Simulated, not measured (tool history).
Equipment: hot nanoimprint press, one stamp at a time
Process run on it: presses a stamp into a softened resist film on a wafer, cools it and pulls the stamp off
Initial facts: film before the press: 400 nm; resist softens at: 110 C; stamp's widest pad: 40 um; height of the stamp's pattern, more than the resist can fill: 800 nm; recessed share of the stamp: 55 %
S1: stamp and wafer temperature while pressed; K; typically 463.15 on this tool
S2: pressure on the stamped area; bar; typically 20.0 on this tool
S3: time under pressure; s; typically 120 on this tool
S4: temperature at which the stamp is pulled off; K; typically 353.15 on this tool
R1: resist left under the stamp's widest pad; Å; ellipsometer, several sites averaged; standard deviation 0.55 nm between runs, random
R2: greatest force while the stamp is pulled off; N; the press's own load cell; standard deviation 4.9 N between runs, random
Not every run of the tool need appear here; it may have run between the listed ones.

run,hour,S1,S2,S3,S4,R1,R2
1,0.0,463.15,20.0,120,353.15,1674,290
2,12.0,463.15,20.0,120,353.15,1684,275
3,26.0,463.15,20.0,120,353.15,1679,298
4,34.2,463.15,20.0,120,353.15,1678,301
5,45.2,463.15,20.0,120,353.15,1669,314
# hour 68.1: stamp cleaned and given a new release coat
6,68.1,463.15,20.0,120,353.15,1669,236
7,84.9,463.15,20.0,120,353.15,1668,239
8,101.5,463.15,20.0,120,353.15,1673,246
9,117.6,463.15,20.0,120,353.15,1657,268
10,127.6,463.15,20.0,120,353.15,1665,272
11,145.0,463.15,20.0,120,353.15,1677,285
12,161.0,463.15,20.0,120,353.15,1661,291
13,170.7,463.15,20.0,120,353.15,1662,281
14,186.1,463.15,20.0,120,353.15,1660,313
15,194.6,463.15,20.0,91,353.15,1822,319
# hour 207.7: stamp cleaned and given a new release coat
16,216.2,463.15,20.0,91,353.15,1815,236
17,228.8,463.15,16.7,120,353.15,1818,244
18,245.1,463.15,15.6,120,348.15,1885,285
19,255.3,463.15,15.6,120,348.15,1876,290
20,263.3,463.15,26.7,113,356.15,1441,241
21,280.4,455.15,26.7,113,356.15,1835,259
22,288.9,455.15,26.7,113,356.15,1846,265
23,301.1,455.15,26.3,113,350.15,1857,319
24,314.0,454.15,20.2,64,356.15,2554,281
25,325.0,453.15,22.4,84,356.15,2322,284
# hour 346.1: stamp cleaned and given a new release coat
26,346.2,452.15,22.4,84,349.15,2393,243
27,358.7,452.15,22.4,84,349.15,2383,265
28,374.6,463.15,20.0,220,341.15,1319,293
29,391.6,463.15,20.0,220,341.15,1307,317

5 options for the next run, each taken on its own from the tool as it stands now. Forecast them:
A,409.1,463.15,12.7,102,341.15,?,?
B,409.1,463.15,31.9,220,341.15,?,?
C,409.1,455.15,17.3,120,353.15,?,?
D,409.1,463.15,12.1,63,341.15,?,?
E,409.1,463.15,20.0,220,345.15,?,?

run,R1,R2
A,2165,335
B,1013,340
C,2211,264
D,2555,334
E,1313,305
Without the tool's unlogged condition, the same runs would have read:
run,R1,R2
A,2293,297
B,1067,301
C,2351,237
D,2685,296
E,1398,271
